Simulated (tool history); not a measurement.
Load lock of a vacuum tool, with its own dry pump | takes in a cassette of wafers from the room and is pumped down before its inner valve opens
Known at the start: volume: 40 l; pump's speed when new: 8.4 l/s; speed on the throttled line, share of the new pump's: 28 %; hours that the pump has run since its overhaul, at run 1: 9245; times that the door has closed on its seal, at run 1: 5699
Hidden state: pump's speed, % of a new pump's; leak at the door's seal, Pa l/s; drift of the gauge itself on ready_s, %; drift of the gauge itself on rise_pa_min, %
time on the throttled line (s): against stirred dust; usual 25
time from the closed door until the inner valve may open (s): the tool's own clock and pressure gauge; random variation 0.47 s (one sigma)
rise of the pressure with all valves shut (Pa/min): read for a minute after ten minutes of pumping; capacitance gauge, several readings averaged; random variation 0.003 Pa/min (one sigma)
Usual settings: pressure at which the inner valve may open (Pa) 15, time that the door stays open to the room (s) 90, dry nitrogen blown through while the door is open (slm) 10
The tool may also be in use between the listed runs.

run	hour	time on the throttled line (s)	pressure at which the inner valve may open (Pa)	time that the door stays open to the room (s)	dry nitrogen blown through while the door is open (slm)	hours that the pump has run since its overhaul	times that the door has closed on its seal	incoming humidity of the room's air, %	time from the closed door until the inner valve may open (s)	rise of the pressure with all valves shut (Pa/min)
1	0.0	25	15	90	10	9245	5699	44.9	67.6	0.064
2	69.5	25	15	226	10	9314	5891	45.8	67.8	0.105
3	185.4	25	15	226	10	9430	6212	45.0	66.9	0.110
4	262.8	25	15	226	10	9508	6426	46.6	68.1	0.116
5	352.1	25	15	226	10	9597	6672	45.0	67.6	0.111
6	410.5	25	15	90	10	9655	6834	45.3	68.5	0.068
7	476.6	25	15	90	10	9721	7016	45.2	67.6	0.070
8	558.8	25	15	90	10	9804	7244	45.5	68.7	0.074
9	632.0	25	15	90	10	9877	7446	44.4	68.6	0.069
10	740.2	25	15	90	40	9985	7745	45.4	68.8	0.049
11	804.4	25	15	90	40	10049	7922	44.7	68.3	0.043
12	869.5	25	15	90	26	10114	8102	45.9	68.4	0.052
13	934.1	25	15	28	26	10179	8281	44.6	68.9	0.033
14	1055.9	25	15	90	9	10301	8617	44.9	69.4	0.078
15	1159.7	25	15	90	9	10405	8904	44.9	68.1	0.084
16	1215.0	25	15	90	9	10460	9057	43.3	70.0	0.077
17	1274.7	25	15	90	9	10520	9222	46.4	69.1	0.084
18	1330.8	25	15	90	9	10576	9377	45.6	68.8	0.089
19	1384.6	13	30	48	15	10629	9526	44.5	56.1	0.056
20	1497.9	13	30	153	9	10743	9839	45.3	57.4	0.103
21	1560.6	13	30	153	9	10805	10012	39.4	57.7	0.101
22	1657.2	13	30	153	9	10902	10279	47.3	57.1	0.117
23	1735.0	23	22	90	10	10980	10494	42.1	66.1	0.083
24	1816.7	25	15	90	19	11062	10720	45.7	69.0	0.071
25	1907.4	25	15	90	19	11152	10971	41.8	70.0	0.070
26	2007.9	32	21	59	24	11253	11249	43.0	72.0	0.065
27	2078.6	21	29	59	24	11323	11444	45.6	62.5	0.062
28	2158.4	21	29	59	24	11403	11665	47.3	63.0	0.067
29	2256.8	21	29	59	24	11502	11936	42.0	62.8	0.069
30	2355.6	16	21	95	16	11600	12210	43.9	62.4	0.089
31	2447.4	17	14	67	42	11692	12463	45.2	66.4	0.071
# hour 2464.5: dry pump taken out, an overhauled one fitted
32	2556.8	17	14	67	42	92	12749	44.2	54.9	0.070
33	2625.2	30	23	48	7	161	12938	44.7	61.4	0.089
34	2751.3	30	23	48	7	287	13286	42.6	62.0	0.086
35	2859.4	16	15	84	10	395	13585	46.5	53.4	0.103

5 ways to go on from here, each from the tool as it stands after run 35. What would each give?
A	2938.7	16	11	220	24	474	13804	46.5	?	?
B	2938.7	25	11	90	8	474	13804	44.3	?	?
C	2938.7	26	12	150	10	474	13804	44.3	?	?
D	2938.7	16	11	147	10	474	13804	45.0	?	?
E	2938.7	44	16	90	42	474	13804	44.8	?	?

run	time from the closed door until the inner valve may open (s)	rise of the pressure with all valves shut (Pa/min)
A	55.6	0.115
B	62.7	0.106
C	63.3	0.122
D	56.1	0.122
E	73.4	0.079
Without the tool's hidden state the same runs would have given:
run	time from the closed door until the inner valve may open (s)	rise of the pressure with all valves shut (Pa/min)
A	55.2	0.053
B	62.4	0.045
C	62.9	0.062
D	55.7	0.062
E	73.1	0.019
